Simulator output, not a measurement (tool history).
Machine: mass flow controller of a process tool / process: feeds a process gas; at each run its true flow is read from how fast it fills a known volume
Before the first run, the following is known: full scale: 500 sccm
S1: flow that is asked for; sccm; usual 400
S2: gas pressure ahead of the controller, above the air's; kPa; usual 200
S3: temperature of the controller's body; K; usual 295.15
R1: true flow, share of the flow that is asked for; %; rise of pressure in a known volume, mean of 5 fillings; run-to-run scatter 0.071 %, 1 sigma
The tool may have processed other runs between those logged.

run,hour,S1,S2,S3,R1
1,0,400,200,295.15,99.55
2,175.3,400,200,295.15,99.57
3,299.4,400,215,295.15,99.71
4,432.8,267,200,295.15,99.17
5,579.8,267,200,295.15,99.21
6,747.8,305,200,295.15,99.46
7,954.2,305,200,295.15,99.5
8,1178.9,305,200,295.15,99.73
9,1361,305,200,295.15,99.79
10,1536.6,141,200,295.15,99.07
11,1646.1,141,200,295.15,99.11
12,1785.4,400,200,295.15,100.56
13,1922.7,400,200,300.15,100.48
14,2067.2,400,200,300.15,100.53
15,2244.5,400,187,295.15,100.82
16,2386.8,288,200,295.15,100.31
17,2583.6,264,251,295.15,100.29
18,2713.5,264,222,295.15,100.32
19,2943.4,471,183,297.15,101.49
20,3153.4,191,183,310.15,99.85
21,3258.2,191,183,310.15,99.97
22,3362.9,191,183,310.15,100.02
23,3566.5,191,183,310.15,100.23
24,3763.8,301,184,295.15,101.21
25,3982.4,229,142,301.15,100.74
26,4133.4,264,200,295.15,101.2
27,4354.2,264,200,295.15,101.3
28,4563.8,401,200,298.15,102.26
29,4694.2,457,191,295.15,102.55
30,4832.8,267,174,307.15,101.27
# hour 4850.5: gauge calibrated
31,5009.7,335,145,307.15,98.99

Some steps in R1 between neighbouring runs. How much of each would the tool show without its hidden state too (settings, what came in, random variation), and how much is left for the hidden state, with any gauge scatter that isn't in both results?
Hidden state present: flow at rest that the sensor doesn't see, % of full scale; true flow over the shown one, %; drift of the gauge itself on true_pct, %.
Run 11 -> 12: S1 141 -> 400. R1 +1.45 %: hidden state +0.1, all else +1.35.
Run 18 -> 19: S1 264 -> 471, S2 222 -> 183, S3 295.15 -> 297.15. R1 +1.17 %: hidden state +0.15, all else +1.02.
Run 19 -> 20: S1 471 -> 191, S3 297.15 -> 310.15. R1 -1.64 %: hidden state +0.09, all else -1.73.
Run 23 -> 24: S1 191 -> 301, S2 183 -> 184, S3 310.15 -> 295.15. R1 +0.98 %: hidden state +0.14, all else +0.84.
Run 30 -> 31: S1 267 -> 335, S2 174 -> 145, gauge calibrated. R1 -2.28 %: hidden state -2.68, all else +0.4.
